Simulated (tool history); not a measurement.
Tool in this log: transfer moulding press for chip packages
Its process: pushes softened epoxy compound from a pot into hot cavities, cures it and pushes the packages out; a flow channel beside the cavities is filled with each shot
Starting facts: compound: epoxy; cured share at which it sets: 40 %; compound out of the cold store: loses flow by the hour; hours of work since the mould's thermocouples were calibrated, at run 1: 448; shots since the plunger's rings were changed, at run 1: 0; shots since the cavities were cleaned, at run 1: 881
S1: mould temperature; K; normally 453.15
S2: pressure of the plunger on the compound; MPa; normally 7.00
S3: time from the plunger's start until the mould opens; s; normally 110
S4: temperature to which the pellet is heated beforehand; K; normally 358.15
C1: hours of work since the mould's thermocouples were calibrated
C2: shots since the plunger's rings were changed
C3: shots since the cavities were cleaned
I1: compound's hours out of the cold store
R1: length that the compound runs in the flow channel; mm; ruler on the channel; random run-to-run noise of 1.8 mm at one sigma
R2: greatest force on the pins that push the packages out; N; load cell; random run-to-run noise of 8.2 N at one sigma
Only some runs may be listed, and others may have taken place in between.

Run 1, hour 0.0: usual settings; C1 448; C2 0; C3 881; I1 46.8. Result: R1 587 mm, R2 633 N.
At hour 9.7: cavities cleaned with cleaning compound and waxed.
Run 2, hour 15.1: usual settings but S3 92 s; C1 458; C2 153; C3 60; I1 40.7. Result: R1 604 mm, R2 533 N.
Run 3, hour 44.6: usual settings; C1 478; C2 485; C3 392; I1 20.0. Result: R1 660 mm, R2 541 N.
Run 4, hour 69.7: usual settings; C1 495; C2 768; C3 675; I1 20.1. Result: R1 658 mm, R2 632 N.
Run 5, hour 91.5: usual settings but S3 109 s; C1 510; C2 1013; C3 920; I1 34.0. Result: R1 614 mm, R2 651 N.
At hour 97.7: cavities cleaned with cleaning compound and waxed.
Run 6, hour 107.7: usual settings but S3 109 s; C1 520; C2 1178; C3 112; I1 8.1. Result: R1 696 mm, R2 440 N.
Run 7, hour 132.5: usual settings; C1 538; C2 1458; C3 392; I1 22.9. Result: R1 643 mm, R2 540 N.
Run 8, hour 155.5: usual settings; C1 554; C2 1717; C3 651; I1 12.0. Result: R1 677 mm, R2 613 N.
Run 9, hour 167.6: usual settings but S1 450.15 K; C1 562; C2 1853; C3 787; I1 29.3. Result: R1 628 mm, R2 752 N.
At hour 184.5: cavities cleaned with cleaning compound and waxed.
Run 10, hour 194.5: usual settings but S1 450.15 K; C1 580; C2 2139; C3 112; I1 20.4. Result: R1 652 mm, R2 518 N.
Run 11, hour 209.9: usual settings but S1 450.15 K; C1 590; C2 2313; C3 286; I1 45.9. Result: R1 575 mm, R2 543 N.
Run 12, hour 229.6: usual settings; C1 604; C2 2535; C3 508; I1 47.7. Result: R1 565 mm, R2 573 N.
At hour 243.5: plunger's sealing rings changed.
Run 13, hour 250.5: usual settings; C1 616; C2 78; C3 714; I1 20.7. Result: R1 662 mm, R2 647 N.
At hour 274.2: cavities cleaned with cleaning compound and waxed.
Run 14, hour 274.4: usual settings but S2 6.65 MPa, S3 108 s; C1 632; C2 331; C3 3; I1 46.0. Result: R1 574 mm, R2 380 N.
Run 15, hour 286.6: usual settings but S1 457.15 K, S2 6.65 MPa, S3 127 s, S4 366.15 K; C1 640; C2 468; C3 140; I1 14.6. Result: R1 649 mm, R2 378 N.
Run 16, hour 309.6: usual settings but S1 457.15 K, S2 6.65 MPa, S3 127 s, S4 366.15 K; C1 656; C2 727; C3 399; I1 31.5. Result: R1 596 mm, R2 442 N.
Run 17, hour 336.3: usual settings but S1 457.15 K, S2 6.65 MPa, S3 118 s, S4 366.15 K; C1 675; C2 1027; C3 699; I1 13.2. Result: R1 649 mm, R2 547 N.
Run 18, hour 354.1: usual settings but S1 456.15 K, S2 8.31 MPa, S3 127 s, S4 366.15 K; C1 687; C2 1229; C3 901; I1 42.5. Result: R1 633 mm, R2 568 N.
At hour 361.6: cavities cleaned with cleaning compound and waxed.
Run 19, hour 381.5: usual settings but S1 455.15 K, S2 8.31 MPa, S3 141 s, S4 362.15 K; C1 705; C2 1520; C3 225; I1 11.4. Result: R1 730 mm, R2 395 N.
At hour 395.8: mould's thermocouples calibrated.
Run 20, hour 400.1: usual settings but S1 459.15 K; C1 3; C2 1706; C3 411; I1 18.9. Result: R1 631 mm, R2 448 N.
Run 21, hour 424.7: usual settings but S1 454.15 K, S2 7.73 MPa; C1 20; C2 1984; C3 689; I1 15.1. Result: R1 692 mm, R2 613 N.
Run 22, hour 441.0: usual settings but S1 454.15 K, S2 8.19 MPa; C1 31; C2 2168; C3 873; I1 40.7. Result: R1 621 mm, R2 612 N.
At hour 450.1: cavities cleaned with cleaning compound and waxed.
Run 23, hour 456.1: usual settings but S1 454.15 K, S2 6.58 MPa, S3 130 s; C1 41; C2 2320; C3 68; I1 31.7. Result: R1 583 mm, R2 348 N.
Run 24, hour 469.5: usual settings but S1 451.15 K, S2 6.58 MPa, S3 94 s, S4 363.15 K; C1 50; C2 2471; C3 219; I1 38.6. Result: R1 571 mm, R2 636 N.
At hour 488.2: plunger's sealing rings changed.
Run 25, hour 493.6: usual settings but S1 451.15 K, S2 6.58 MPa, S3 94 s, S4 363.15 K; C1 65; C2 60; C3 462; I1 38.8. Result: R1 594 mm, R2 765 N.
Run 26, hour 508.3: usual settings but S1 454.15 K, S2 5.87 MPa, S3 135 s, S4 367.15 K; C1 75; C2 226; C3 628; I1 45.0. Result: R1 537 mm, R2 520 N.

Below are 3 alternative next runs, each starting from the tool's condition after run 26. Predict each:
Run A, hour 528.0: usual settings but S1 459.15 K, S2 5.87 MPa, S3 95 s, S4 367.15 K; C1 89; C2 448; C3 850; I1 38.4. Result: R1 ?, R2 ?.
Run B, hour 528.0: usual settings but S2 8.77 MPa, S3 114 s; C1 89; C2 448; C3 850; I1 47.7. Result: R1 ?, R2 ?.
Run C, hour 528.0: usual settings but S1 446.15 K, S2 5.43 MPa; C1 89; C2 448; C3 850; I1 18.0. Result: R1 ?, R2 ?.

run   R1   R2
  A  540  573
  B  651  588
  C  610  969
With the hidden condition removed and each run's random variation left untouched, the same runs would have given:
run   R1   R2
  A  543  316
  B  654  322
  C  613  526
